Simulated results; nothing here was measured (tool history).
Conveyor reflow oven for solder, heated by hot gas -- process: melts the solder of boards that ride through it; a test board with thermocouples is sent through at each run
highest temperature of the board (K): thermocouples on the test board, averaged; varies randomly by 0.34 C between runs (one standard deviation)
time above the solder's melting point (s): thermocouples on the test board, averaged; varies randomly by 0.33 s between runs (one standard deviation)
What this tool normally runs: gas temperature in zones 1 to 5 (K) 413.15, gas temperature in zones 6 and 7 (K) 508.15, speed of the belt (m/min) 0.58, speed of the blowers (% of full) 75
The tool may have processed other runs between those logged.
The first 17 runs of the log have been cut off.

run	hour	gas temperature in zones 1 to 5 (K)	gas temperature in zones 6 and 7 (K)	speed of the belt (m/min)	speed of the blowers (% of full)	highest temperature of the board (K)	time above the solder's melting point (s)
18	643.3	412.15	496.15	0.596	57	475.75	44
19	671.5	412.15	496.15	0.596	57	475.65	43.4
20	701.6	425.15	514.15	0.644	53	488.95	58.9
21	732.2	423.15	501.15	0.687	53	476.15	40.9
22	788.8	423.15	501.15	0.548	53	484.35	63.7
23	843.1	403.15	508.15	0.55	75	491.05	63.1
24	866.7	403.15	508.15	0.67	66	481.35	42
25	897.9	403.15	508.15	0.67	66	480.95	41.1
26	923.7	414.15	508.15	0.58	75	490.35	63.5
27	952.5	413.15	512.15	0.596	75	493.65	62.9
28	1007.1	420.15	512.15	0.596	75	494.45	67
29	1052.4	420.15	512.15	0.596	75	494.95	66.8
30	1082.3	420.15	512.15	0.596	75	494.45	66.5
31	1106.4	420.15	511.15	0.503	75	498.75	82.7

Forecast each of these 3 alternatives for the next run:
A	1162.5	420.15	511.15	0.483	75	?	?
B	1162.5	404.15	511.15	0.503	75	?	?
C	1162.5	413.15	508.15	0.598	86	?	?

run	highest temperature of the board (K)	time above the solder's melting point (s)
A	499.45	86.5
B	496.65	74.6
C	491.55	61.4
What these runs would have given with no unlogged condition in the tool:
run	highest temperature of the board (K)	time above the solder's melting point (s)
A	499.55	86.6
B	496.65	74.6
C	491.55	61.5
